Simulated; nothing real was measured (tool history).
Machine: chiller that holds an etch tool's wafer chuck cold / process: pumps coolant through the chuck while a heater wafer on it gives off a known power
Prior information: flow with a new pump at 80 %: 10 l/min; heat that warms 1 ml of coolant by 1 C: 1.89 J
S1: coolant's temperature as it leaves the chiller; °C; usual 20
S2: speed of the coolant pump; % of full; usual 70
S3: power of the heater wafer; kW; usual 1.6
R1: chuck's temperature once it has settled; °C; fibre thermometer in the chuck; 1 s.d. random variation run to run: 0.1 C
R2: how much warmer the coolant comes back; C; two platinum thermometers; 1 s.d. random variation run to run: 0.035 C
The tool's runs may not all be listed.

{"run": 1, "day": 0.0, "S1": 20, "S2": 70, "S3": 1.6, "R1": 35.1, "R2": 6.16}
{"run": 2, "day": 4.183, "S1": 20, "S2": 70, "S3": 1.6, "R1": 35.1, "R2": 6.17}
{"run": 3, "day": 7.296, "S1": 20, "S2": 70, "S3": 1.6, "R1": 35.1, "R2": 6.15}
{"run": 4, "day": 12.383, "S1": 20, "S2": 70, "S3": 1.6, "R1": 35.1, "R2": 6.22}
{"run": 5, "day": 16.558, "S1": 20, "S2": 70, "S3": 1.6, "R1": 35.1, "R2": 6.15}
{"run": 6, "day": 20.621, "S1": 26, "S2": 70, "S3": 1.6, "R1": 41.5, "R2": 6.15}
{"run": 7, "day": 23.462, "S1": 26, "S2": 70, "S3": 1.6, "R1": 41.4, "R2": 6.18}
{"run": 8, "day": 28.667, "S1": 26, "S2": 61, "S3": 1.6, "R1": 43.1, "R2": 7.21}
{"run": 9, "day": 33.4, "S1": 26, "S2": 61, "S3": 1.6, "R1": 43.2, "R2": 7.14}
{"run": 10, "day": 37.788, "S1": 26, "S2": 64, "S3": 1.6, "R1": 42.7, "R2": 6.83}
{"run": 11, "day": 41.85, "S1": 20, "S2": 87, "S3": 1.892, "R1": 35.8, "R2": 5.95}
{"run": 12, "day": 46.888, "S1": 20, "S2": 100, "S3": 1.562, "R1": 31.6, "R2": 4.29}
{"run": 13, "day": 50.121, "S1": 20, "S2": 90, "S3": 1.522, "R1": 32.2, "R2": 4.63}
{"run": 14, "day": 52.717, "S1": 20, "S2": 70, "S3": 2.236, "R1": 42, "R2": 8.79}
{"run": 15, "day": 57.842, "S1": 17, "S2": 68, "S3": 1.741, "R1": 34.6, "R2": 7.02}
{"run": 16, "day": 61.517, "S1": 28, "S2": 92, "S3": 1.6, "R1": 40.9, "R2": 4.79}
{"run": 17, "day": 66.579, "S1": 17, "S2": 68, "S3": 1.784, "R1": 35, "R2": 7.26}
{"run": 18, "day": 70.304, "S1": 17, "S2": 68, "S3": 1.784, "R1": 34.9, "R2": 7.24}

Below, some changes in R1 between adjacent runs. For each, the amount present without the hidden state too (settings, incoming material, random variation) and the amount remaining for the hidden state with gauge scatter not shared by both compared results:
What the log doesn't record here: heat passed by the chuck's channels, % of clean ones'; flow at a given pump speed, % of a new pump's; coolant's true temperature over the reading, C; drift of the gauge itself on chuck_c, C; drift of the gauge itself on warmer_back_c, C.
Run 13 -> 14: S2 90 -> 70, S3 1.522 -> 2.236. R1 +9.8 °C: hidden state +1.9, all else +7.9.
